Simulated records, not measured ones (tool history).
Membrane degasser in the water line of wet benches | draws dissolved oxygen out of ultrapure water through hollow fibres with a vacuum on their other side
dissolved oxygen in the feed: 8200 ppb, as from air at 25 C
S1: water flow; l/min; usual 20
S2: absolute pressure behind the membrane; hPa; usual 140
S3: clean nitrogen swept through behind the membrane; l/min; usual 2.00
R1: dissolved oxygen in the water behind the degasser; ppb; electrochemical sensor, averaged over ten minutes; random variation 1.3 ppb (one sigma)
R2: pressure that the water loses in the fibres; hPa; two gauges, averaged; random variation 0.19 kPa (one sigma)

| run | day | S1 | S2 | S3 | R1 | R2 |
|---|---|---|---|---|---|---|
| 1 | 0.000 | 20 | 140 | 2.00 | 276.4 | 378.7 |
| 2 | 1.554 | 20 | 140 | 2.00 | 274.7 | 375.8 |
| 3 | 3.350 | 20 | 140 | 2.00 | 277.7 | 377.0 |
| 4 | 5.938 | 19 | 140 | 2.00 | 259.7 | 358.1 |
| 5 | 8.050 | 20 | 140 | 2.00 | 277.7 | 376.7 |
| 6 | 9.817 | 20 | 140 | 2.00 | 276.1 | 379.6 |
| 7 | 11.546 | 20 | 140 | 2.00 | 276.8 | 376.4 |
| 8 | 14.600 | 32 | 140 | 2.00 | 479.7 | 604.2 |
| 9 | 17.817 | 20 | 140 | 2.00 | 275.7 | 377.0 |
| 10 | 21.075 | 20 | 140 | 2.00 | 276.3 | 378.5 |
| 11 | 22.921 | 20 | 140 | 2.00 | 276.7 | 378.2 |
| 12 | 26.550 | 20 | 140 | 2.00 | 277.9 | 379.0 |
| 13 | 28.238 | 20 | 140 | 3.04 | 197.5 | 377.6 |
| 14 | 31.096 | 20 | 140 | 2.00 | 277.4 | 377.2 |
| 15 | 33.604 | 20 | 140 | 2.00 | 278.2 | 380.6 |
| 16 | 35.579 | 20 | 90 | 2.00 | 164.0 | 378.3 |
| 17 | 37.183 | 17 | 140 | 2.00 | 231.4 | 320.2 |
| 18 | 40.533 | 13 | 175 | 2.00 | 228.1 | 247.6 |
| 19 | 43.521 | 13 | 175 | 2.00 | 226.1 | 245.8 |
| 20 | 46.550 | 25 | 140 | 1.04 | 593.5 | 475.2 |
| 21 | 49.683 | 20 | 144 | 2.00 | 286.8 | 379.2 |
| 22 | 52.950 | 32 | 104 | 2.00 | 358.5 | 606.2 |
| 23 | 56.683 | 19 | 137 | 2.00 | 255.9 | 361.0 |
| 24 | 58.542 | 16 | 94 | 1.74 | 148.7 | 306.0 |
| 25 | 60.325 | 20 | 203 | 4.75 | 203.1 | 381.1 |
| 26 | 62.317 | 20 | 203 | 4.75 | 202.6 | 378.4 |
| 27 | 64.612 | 20 | 203 | 2.54 | 340.6 | 380.3 |
| 28 | 67.642 | 20 | 203 | 2.54 | 338.2 | 378.1 |
| 29 | 70.004 | 20 | 203 | 2.54 | 340.0 | 379.2 |
| 30 | 71.571 | 14 | 101 | 1.65 | 148.1 | 263.9 |
| 31 | 73.917 | 20 | 134 | 2.96 | 193.8 | 380.5 |
| 32 | 77.421 | 27 | 97 | 1.77 | 293.2 | 511.3 |
| 33 | 79.062 | 27 | 97 | 1.77 | 294.3 | 513.2 |

3 ways to go on from here, each from the tool as it stands after run 33. What would each give?
| A | 82.133 | 12 | 117 | 4.89 | ? | ? |
| B | 82.133 | 20 | 140 | 1.12 | ? | ? |
| C | 82.133 | 31 | 140 | 2.00 | ? | ? |

| run | R1 | R2 |
|---|---|---|
| A | 56.4 | 228.8 |
| B | 447.1 | 379.4 |
| C | 464.4 | 591.7 |
Without the tool's hidden state the same runs would have given:
| run | R1 | R2 |
|---|---|---|
| A | 55.1 | 224.4 |
| B | 441.8 | 372.1 |
| C | 454.8 | 580.3 |
